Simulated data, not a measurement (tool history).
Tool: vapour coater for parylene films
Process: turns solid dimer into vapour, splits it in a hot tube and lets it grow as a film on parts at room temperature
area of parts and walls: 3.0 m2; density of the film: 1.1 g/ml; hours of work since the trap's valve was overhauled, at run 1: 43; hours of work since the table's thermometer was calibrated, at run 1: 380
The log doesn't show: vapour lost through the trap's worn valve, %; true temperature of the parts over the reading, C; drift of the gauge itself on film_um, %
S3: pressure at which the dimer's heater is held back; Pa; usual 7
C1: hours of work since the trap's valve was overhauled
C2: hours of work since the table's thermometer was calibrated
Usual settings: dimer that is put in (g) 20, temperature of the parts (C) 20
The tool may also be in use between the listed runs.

{"run": 1, "hour": 0.0, "dimer that is put in (g)": 20, "temperature of the parts (C)": 20, "S3": 7, "C1": 43, "C2": 380, "thickness of the film (µm)": 4.05}
{"run": 2, "hour": 54.8, "dimer that is put in (g)": 20, "temperature of the parts (C)": 16, "S3": 7, "C1": 66, "C2": 403, "thickness of the film (µm)": 4.62}
{"run": 3, "hour": 94.7, "dimer that is put in (g)": 20, "temperature of the parts (C)": 16, "S3": 7, "C1": 83, "C2": 420, "thickness of the film (µm)": 4.62}
{"run": 4, "hour": 125.4, "dimer that is put in (g)": 20, "temperature of the parts (C)": 16, "S3": 7, "C1": 96, "C2": 433, "thickness of the film (µm)": 4.52}
{"run": 5, "hour": 175.0, "dimer that is put in (g)": 13, "temperature of the parts (C)": 20, "S3": 7, "C1": 117, "C2": 454, "thickness of the film (µm)": 2.62}
{"run": 6, "hour": 235.0, "dimer that is put in (g)": 13, "temperature of the parts (C)": 20, "S3": 7, "C1": 143, "C2": 480, "thickness of the film (µm)": 2.61}
{"run": 7, "hour": 291.0, "dimer that is put in (g)": 20, "temperature of the parts (C)": 20, "S3": 10.81, "C1": 167, "C2": 504, "thickness of the film (µm)": 3.79}
{"run": 8, "hour": 323.5, "dimer that is put in (g)": 20, "temperature of the parts (C)": 20, "S3": 10.81, "C1": 181, "C2": 518, "thickness of the film (µm)": 3.69}
{"run": 9, "hour": 373.4, "dimer that is put in (g)": 20, "temperature of the parts (C)": 20, "S3": 10.41, "C1": 202, "C2": 539, "thickness of the film (µm)": 3.78}
{"run": 10, "hour": 405.5, "dimer that is put in (g)": 20, "temperature of the parts (C)": 20, "S3": 10.41, "C1": 215, "C2": 553, "thickness of the film (µm)": 3.73}
{"run": 11, "hour": 461.2, "dimer that is put in (g)": 20, "temperature of the parts (C)": 24, "S3": 10.41, "C1": 239, "C2": 576, "thickness of the film (µm)": 3.29}
{"run": 12, "hour": 505.4, "dimer that is put in (g)": 20, "temperature of the parts (C)": 24, "S3": 10.41, "C1": 258, "C2": 595, "thickness of the film (µm)": 3.26}
{"run": 13, "hour": 556.5, "dimer that is put in (g)": 20, "temperature of the parts (C)": 24, "S3": 10.41, "C1": 280, "C2": 617, "thickness of the film (µm)": 3.35}
{"run": 14, "hour": 607.5, "dimer that is put in (g)": 20, "temperature of the parts (C)": 20, "S3": 7, "C1": 301, "C2": 638, "thickness of the film (µm)": 3.95}
{"run": 15, "hour": 653.0, "dimer that is put in (g)": 20, "temperature of the parts (C)": 31, "S3": 7, "C1": 321, "C2": 658, "thickness of the film (µm)": 2.84}
{"run": 16, "hour": 688.3, "dimer that is put in (g)": 20, "temperature of the parts (C)": 31, "S3": 7, "C1": 336, "C2": 673, "thickness of the film (µm)": 2.8}
{"run": 17, "hour": 750.3, "dimer that is put in (g)": 20, "temperature of the parts (C)": 31, "S3": 7, "C1": 362, "C2": 699, "thickness of the film (µm)": 2.81}
{"run": 18, "hour": 783.9, "dimer that is put in (g)": 20, "temperature of the parts (C)": 31, "S3": 7, "C1": 377, "C2": 714, "thickness of the film (µm)": 2.82}
{"run": 19, "hour": 824.1, "dimer that is put in (g)": 20, "temperature of the parts (C)": 27, "S3": 7, "C1": 394, "C2": 731, "thickness of the film (µm)": 3.16}
{"run": 20, "hour": 883.4, "dimer that is put in (g)": 25, "temperature of the parts (C)": 27, "S3": 7, "C1": 419, "C2": 756, "thickness of the film (µm)": 4.02}
{"run": 21, "hour": 931.1, "dimer that is put in (g)": 25, "temperature of the parts (C)": 27, "S3": 7, "C1": 439, "C2": 776, "thickness of the film (µm)": 4.01}
{"run": 22, "hour": 988.2, "dimer that is put in (g)": 23, "temperature of the parts (C)": 20, "S3": 7, "C1": 464, "C2": 801, "thickness of the film (µm)": 4.67}
{"run": 23, "hour": 1044.6, "dimer that is put in (g)": 23, "temperature of the parts (C)": 20, "S3": 7, "C1": 488, "C2": 825, "thickness of the film (µm)": 4.52}
{"hour": 1053.5, "done": "trap's valve overhauled"}
{"run": 24, "hour": 1096.0, "dimer that is put in (g)": 23, "temperature of the parts (C)": 20, "S3": 7, "C1": 18, "C2": 845, "thickness of the film (µm)": 4.56}
{"run": 25, "hour": 1139.8, "dimer that is put in (g)": 23, "temperature of the parts (C)": 28, "S3": 5.32, "C1": 37, "C2": 863, "thickness of the film (µm)": 3.8}
{"run": 26, "hour": 1202.1, "dimer that is put in (g)": 32, "temperature of the parts (C)": 12, "S3": 7, "C1": 63, "C2": 890, "thickness of the film (µm)": 8.29}
{"run": 27, "hour": 1258.8, "dimer that is put in (g)": 32, "temperature of the parts (C)": 12, "S3": 7, "C1": 87, "C2": 914, "thickness of the film (µm)": 8.15}
{"run": 28, "hour": 1288.5, "dimer that is put in (g)": 32, "temperature of the parts (C)": 12, "S3": 7, "C1": 100, "C2": 927, "thickness of the film (µm)": 8.3}
{"run": 29, "hour": 1315.9, "dimer that is put in (g)": 32, "temperature of the parts (C)": 12, "S3": 7, "C1": 112, "C2": 938, "thickness of the film (µm)": 8.15}
{"run": 30, "hour": 1371.7, "dimer that is put in (g)": 9, "temperature of the parts (C)": 15, "S3": 2.57, "C1": 135, "C2": 962, "thickness of the film (µm)": 2.52}
{"run": 31, "hour": 1431.0, "dimer that is put in (g)": 9, "temperature of the parts (C)": 15, "S3": 2.57, "C1": 161, "C2": 987, "thickness of the film (µm)": 2.54}
{"run": 32, "hour": 1480.2, "dimer that is put in (g)": 9, "temperature of the parts (C)": 15, "S3": 2.57, "C1": 182, "C2": 1008, "thickness of the film (µm)": 2.54}
{"run": 33, "hour": 1537.2, "dimer that is put in (g)": 22, "temperature of the parts (C)": 31, "S3": 2.57, "C1": 206, "C2": 1032, "thickness of the film (µm)": 3.79}
{"run": 34, "hour": 1572.8, "dimer that is put in (g)": 22, "temperature of the parts (C)": 26, "S3": 2.57, "C1": 221, "C2": 1048, "thickness of the film (µm)": 4.46}
{"run": 35, "hour": 1630.6, "dimer that is put in (g)": 27, "temperature of the parts (C)": 26, "S3": 4.3, "C1": 246, "C2": 1072, "thickness of the film (µm)": 4.93}
{"run": 36, "hour": 1666.6, "dimer that is put in (g)": 10, "temperature of the parts (C)": 20, "S3": 2.13, "C1": 261, "C2": 1088, "thickness of the film (µm)": 2.5}
{"run": 37, "hour": 1713.8, "dimer that is put in (g)": 19, "temperature of the parts (C)": 20, "S3": 2.81, "C1": 281, "C2": 1108, "thickness of the film (µm)": 4.55}
{"run": 38, "hour": 1755.6, "dimer that is put in (g)": 19, "temperature of the parts (C)": 20, "S3": 2.81, "C1": 299, "C2": 1125, "thickness of the film (µm)": 4.57}
{"run": 39, "hour": 1793.3, "dimer that is put in (g)": 29, "temperature of the parts (C)": 14, "S3": 7, "C1": 315, "C2": 1141, "thickness of the film (µm)": 6.97}
{"run": 40, "hour": 1840.2, "dimer that is put in (g)": 26, "temperature of the parts (C)": 20, "S3": 3.55, "C1": 335, "C2": 1161, "thickness of the film (µm)": 5.87}
{"run": 41, "hour": 1874.5, "dimer that is put in (g)": 26, "temperature of the parts (C)": 20, "S3": 3.55, "C1": 349, "C2": 1176, "thickness of the film (µm)": 5.87}
{"run": 42, "hour": 1911.9, "dimer that is put in (g)": 21, "temperature of the parts (C)": 31, "S3": 11.65, "C1": 365, "C2": 1192, "thickness of the film (µm)": 2.68}
{"run": 43, "hour": 1966.0, "dimer that is put in (g)": 21, "temperature of the parts (C)": 31, "S3": 11.65, "C1": 388, "C2": 1215, "thickness of the film (µm)": 2.68}
{"run": 44, "hour": 1993.2, "dimer that is put in (g)": 13, "temperature of the parts (C)": 20, "S3": 3.02, "C1": 400, "C2": 1227, "thickness of the film (µm)": 3.08}
{"run": 45, "hour": 2031.9, "dimer that is put in (g)": 20, "temperature of the parts (C)": 12, "S3": 4.12, "C1": 416, "C2": 1243, "thickness of the film (µm)": 5.77}
{"run": 46, "hour": 2087.6, "dimer that is put in (g)": 14, "temperature of the parts (C)": 23, "S3": 7.05, "C1": 440, "C2": 1267, "thickness of the film (µm)": 2.56}

Hidden state at the last listed run before each entry between runs and at the first one after, where it differs:
Between runs 23 and 24: trap's valve overhauled (hour 1053.5)
  vapour lost through the trap's worn valve, %: 0.5 -> 0
